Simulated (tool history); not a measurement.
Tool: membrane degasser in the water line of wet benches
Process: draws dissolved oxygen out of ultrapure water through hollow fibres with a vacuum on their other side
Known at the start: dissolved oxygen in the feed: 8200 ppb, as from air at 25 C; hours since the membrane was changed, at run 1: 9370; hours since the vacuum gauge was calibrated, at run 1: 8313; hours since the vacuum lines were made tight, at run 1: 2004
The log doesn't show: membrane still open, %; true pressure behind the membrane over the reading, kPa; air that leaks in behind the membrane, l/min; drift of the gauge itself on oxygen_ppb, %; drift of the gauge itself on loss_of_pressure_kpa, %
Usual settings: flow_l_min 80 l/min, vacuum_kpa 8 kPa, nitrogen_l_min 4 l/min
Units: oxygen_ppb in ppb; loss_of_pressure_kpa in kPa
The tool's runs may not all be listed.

run,hour,flow_l_min,vacuum_kpa,nitrogen_l_min,hours since the membrane was changed,hours since the vacuum gauge was calibrated,hours since the vacuum lines were made tight,oxygen_ppb,loss_of_pressure_kpa
1,0,80,8,4,9370,8313,2004,466.3,63.26
2,310.9,80,8,4,9681,8624,2315,467.5,63.18
# hour 651.5: vacuum gauge calibrated
3,651.5,80,8,4,10021,0,2655,477.3,63.12
4,962.2,80,11.08,4,10332,311,2966,613.7,63.36
5,1253.7,80,7.98,4,10624,602,3257,487.5,63.92
6,1511.7,80,7.98,4,10882,860,3515,496.6,63.53
7,1745.6,80,7.98,4,11115,1094,3749,496.4,63.42
8,1990.3,93,7.98,4,11360,1339,3994,608.3,73.54
9,2252.3,93,7.98,4,11622,1601,4256,599.2,73.85
10,2417.5,80,6.93,4,11787,1766,4421,449.4,64.09
# hour 2563.3: vacuum gauge calibrated, once more
11,2634.5,80,8,4,12004,71,4638,460.1,64.4
12,2941.2,80,8,4,12311,378,4944,463.8,64.48
13,3206.3,80,8,4,12576,643,5209,467.5,64.18
14,3455.4,75,8,4,12825,892,5458,436,60.26
15,3801.8,79,6.91,7.98,13171,1239,5805,343,64.03
16,3970.5,65,9.25,4,13340,1407,5974,395.3,52.72
17,4214.2,80,8,9.38,13584,1651,6217,356.4,64.26
18,4549.3,84,18.81,4.08,13919,1986,6552,921,68.26
19,4826.8,84,18.81,4.08,14196,2264,6830,921.2,68.12
20,5158.2,49,8,1.98,14528,2595,7161,356.2,39.97
21,5482.5,106,10.5,1.98,14852,2919,7486,1064.8,86.21
22,5624.4,106,4.92,1.98,14994,3061,7627,615.1,86.43
23,5850.4,106,4.92,10.9,15220,3287,7853,485,86.2
24,5998,106,4.92,10.9,15367,3435,8001,485.2,86.33
25,6191,106,4.92,10.9,15560,3628,8194,489,86.48
26,6412.2,80,9.44,2.9,15782,3849,8415,623,65.29
27,6599.5,90,8,5.03,15969,4036,8603,528.7,73.64

5 ways to go on from here, each from the tool as it stands after run 27. What would each give?
A,6893.5,73,10.14,5.72,16263,4330,8897,?,?
B,6893.5,70,5.2,2.9,16263,4330,8897,?,?
C,6893.5,113,4.93,2.22,16263,4330,8897,?,?
D,6893.5,61,12.67,1.98,16263,4330,8897,?,?
E,6893.5,90,8,1.81,16263,4330,8897,?,?

run,oxygen_ppb,loss_of_pressure_kpa
A,436,59.67
B,333.1,57.7
C,667.7,93
D,737.6,49.74
E,770.8,73.64
Without the tool's hidden state the same runs would have given:
run,oxygen_ppb,loss_of_pressure_kpa
A,367.3,54.82
B,261,53.03
C,540.3,85.44
D,679.6,45.69
E,672.9,67.67
